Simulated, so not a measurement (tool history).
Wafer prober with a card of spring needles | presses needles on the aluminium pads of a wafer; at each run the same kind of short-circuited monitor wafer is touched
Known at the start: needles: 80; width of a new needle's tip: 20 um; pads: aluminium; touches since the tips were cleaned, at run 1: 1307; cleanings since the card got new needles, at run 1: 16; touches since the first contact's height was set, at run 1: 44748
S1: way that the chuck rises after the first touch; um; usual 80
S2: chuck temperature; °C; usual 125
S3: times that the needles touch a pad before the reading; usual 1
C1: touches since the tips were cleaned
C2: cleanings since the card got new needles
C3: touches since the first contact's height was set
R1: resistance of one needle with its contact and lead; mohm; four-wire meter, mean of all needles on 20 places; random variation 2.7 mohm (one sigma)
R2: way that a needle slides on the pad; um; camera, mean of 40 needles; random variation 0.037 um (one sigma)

run   hour  S1   S2  S3    C1  C2      C3   R1     R2
  1      0  80  125   1  1307  16   44748  344  10.59
       7.2  -- tips cleaned on abrasive film
  2   17.4  69  125   1  1799  17   47800  372   9.08
      21.7  -- tips cleaned on abrasive film
      36.2  -- tips cleaned on abrasive film
  3   36.4  69  125   1    38  19   51126  320   9.07
  4     46  69  125   1  1733  19   52821  376   9.09
      50.5  -- tips cleaned on abrasive film
  5   60.1  69  125   1  1701  20   55307  377   9.07
      64.6  -- tips cleaned on abrasive film
  6     77  96  125   1  2192  21   58262  342  12.66
      78.3  -- tips cleaned on abrasive film
      92.6  -- tips cleaned on abrasive film
  7   93.5  96  125   1   147  23   61144  315  12.67
  8  103.9  96  106   1  1986  23   62983  338  12.56
     107.5  -- tips cleaned on abrasive film
  9    115  80  125   1  1322  24   64928  346  10.54
     121.6  -- tips cleaned on abrasive film
 10  127.8  82  125   1  1098  25   67171  340  10.77
     135.2  -- tips cleaned on abrasive film
 11  137.9  80   48   1   481  26   68949  300   10.5
     148.9  -- tips cleaned on abrasive film
 12  152.1  80   48   2   570  27   71442  300   10.5
 13  161.6  80   48   2  2237  27   73109  323  10.49
     162.8  -- tips cleaned on abrasive film
     177.9  -- tips cleaned on abrasive film
 14  180.1  80   48   2   399  29   76359  296  10.48
     191.8  -- tips cleaned on abrasive film
 15  199.1  80   48   2  1289  30   79690  312  10.46
     206.6  -- tips cleaned on abrasive film
 16  210.1  85  125   1   621  31   81619  330  11.09
     221.3  -- tips cleaned on abrasive film
 17  226.8  86   62   2   981  32   84555  306  11.24
     235.5  -- tips cleaned on abrasive film
 18  245.7  65  100   1  1800  33   87874  388    8.4
     249.1  -- tips cleaned on abrasive film
 19  261.9  65  100   1  2258  34   90725  391   8.43
     263.8  -- tips cleaned on abrasive film
 20  275.3  98   31   2  2036  35   93070  301  12.81
     278.9  -- tips cleaned on abrasive film
 21  291.1  80  125   3  2158  36   95847  331  10.43
     293.1  -- tips cleaned on abrasive film
     307.2  -- tips cleaned on abrasive film
 22  309.3  87   52   1   386  38   99038  300  11.36
     322.2  -- tips cleaned on abrasive film
 23  322.4  87   52   1    35  39  101328  292  11.29
     335.9  -- tips cleaned on abrasive film
 24  337.6  80   33   1   310  40  103998  294  10.42
 25  347.8  68   47   1  2113  40  105801  376   8.78
     349.6  -- tips cleaned on abrasive film
     363.3  -- tips cleaned on abrasive film
 26  363.7  80   56   1    67  42  108569  294  10.34

The next listed run, before its measurement:
 27  371.8  63  120   1  1500  42  110002   ?   ?

R1: 388 mohm
R2: 8.08 um
Without the tool's hidden state the same run would have given R1 317 mohm, R2 8.44 um.

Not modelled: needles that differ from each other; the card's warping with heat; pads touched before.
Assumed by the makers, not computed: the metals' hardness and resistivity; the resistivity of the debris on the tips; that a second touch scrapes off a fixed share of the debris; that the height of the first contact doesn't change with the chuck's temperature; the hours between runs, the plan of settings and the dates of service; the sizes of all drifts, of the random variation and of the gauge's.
